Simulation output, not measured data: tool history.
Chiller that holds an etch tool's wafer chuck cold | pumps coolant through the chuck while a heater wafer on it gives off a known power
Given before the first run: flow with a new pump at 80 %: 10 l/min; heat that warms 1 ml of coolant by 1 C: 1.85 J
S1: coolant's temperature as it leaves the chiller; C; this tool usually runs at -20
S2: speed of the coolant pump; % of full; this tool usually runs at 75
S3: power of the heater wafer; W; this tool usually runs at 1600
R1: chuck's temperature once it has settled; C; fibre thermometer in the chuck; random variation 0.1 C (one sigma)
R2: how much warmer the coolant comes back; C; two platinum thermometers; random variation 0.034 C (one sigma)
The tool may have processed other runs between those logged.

run 1 day=0.000 | S1=-20 S2=75 S3=1600 | R1=-6.3 R2=5.66
-- day=0.392 chiller's thermometer calibrated
run 2 day=0.954 | S1=-20 S2=86 S3=1600 | R1=-8.3 R2=4.92
run 3 day=2.617 | S1=-20 S2=86 S3=1600 | R1=-8.2 R2=4.91
run 4 day=4.117 | S1=-20 S2=86 S3=1600 | R1=-8.0 R2=4.91
run 5 day=4.825 | S1=-20 S2=86 S3=1600 | R1=-8.2 R2=4.94
run 6 day=5.604 | S1=-20 S2=67 S3=1600 | R1=-4.8 R2=6.46
run 7 day=6.379 | S1=-20 S2=67 S3=1600 | R1=-4.7 R2=6.46
run 8 day=7.625 | S1=-20 S2=67 S3=1600 | R1=-4.8 R2=6.49
run 9 day=8.667 | S1=-20 S2=79 S3=1600 | R1=-7.1 R2=5.40
run 10 day=10.112 | S1=-20 S2=79 S3=1600 | R1=-7.0 R2=5.35
-- day=10.296 chiller's thermometer calibrated, once more
run 11 day=11.800 | S1=-20 S2=75 S3=1600 | R1=-6.0 R2=5.70
run 12 day=12.879 | S1=-24 S2=80 S3=1715 | R1=-9.9 R2=5.73
run 13 day=14.108 | S1=-10 S2=75 S3=1600 | R1=4.1 R2=5.75
run 14 day=14.979 | S1=-21 S2=75 S3=1283 | R1=-9.8 R2=4.62
run 15 day=16.342 | S1=-20 S2=95 S3=974 | R1=-13.3 R2=2.69
run 16 day=17.054 | S1=-20 S2=95 S3=974 | R1=-13.3 R2=2.71
run 17 day=18.629 | S1=-20 S2=95 S3=974 | R1=-13.3 R2=2.75
run 18 day=20.125 | S1=-20 S2=96 S3=974 | R1=-13.4 R2=2.68
run 19 day=21.775 | S1=-11 S2=67 S3=975 | R1=-1.5 R2=4.00
run 20 day=22.454 | S1=-11 S2=82 S3=822 | R1=-4.5 R2=2.71
run 21 day=23.171 | S1=-22 S2=91 S3=822 | R1=-16.0 R2=2.40
run 22 day=23.975 | S1=-22 S2=90 S3=2382 | R1=-4.5 R2=7.09

Here are 5 independent what-if runs from the current tool condition. What would each one return?
run A day=25.650 | S1=-22 S2=78 S3=2382 | R1=? R2=?
run B day=25.650 | S1=-27 S2=60 S3=2382 | R1=? R2=?
run C day=25.650 | S1=-27 S2=75 S3=1905 | R1=? R2=?
run D day=25.650 | S1=-20 S2=75 S3=1693 | R1=? R2=?
run E day=25.650 | S1=-17 S2=75 S3=1600 | R1=? R2=?

run=A R1=-1.9 R2=8.28
run=B R1=-0.9 R2=10.96
run=C R1=-10.1 R2=6.90
run=D R1=-5.1 R2=6.14
run=E R1=-2.9 R2=5.81
What these runs would have given with no unlogged condition in the tool:
run=A R1=-3.5 R2=7.99
run=B R1=-3.0 R2=10.57
run=C R1=-11.4 R2=6.66
run=D R1=-6.3 R2=5.92
run=E R1=-4.0 R2=5.61

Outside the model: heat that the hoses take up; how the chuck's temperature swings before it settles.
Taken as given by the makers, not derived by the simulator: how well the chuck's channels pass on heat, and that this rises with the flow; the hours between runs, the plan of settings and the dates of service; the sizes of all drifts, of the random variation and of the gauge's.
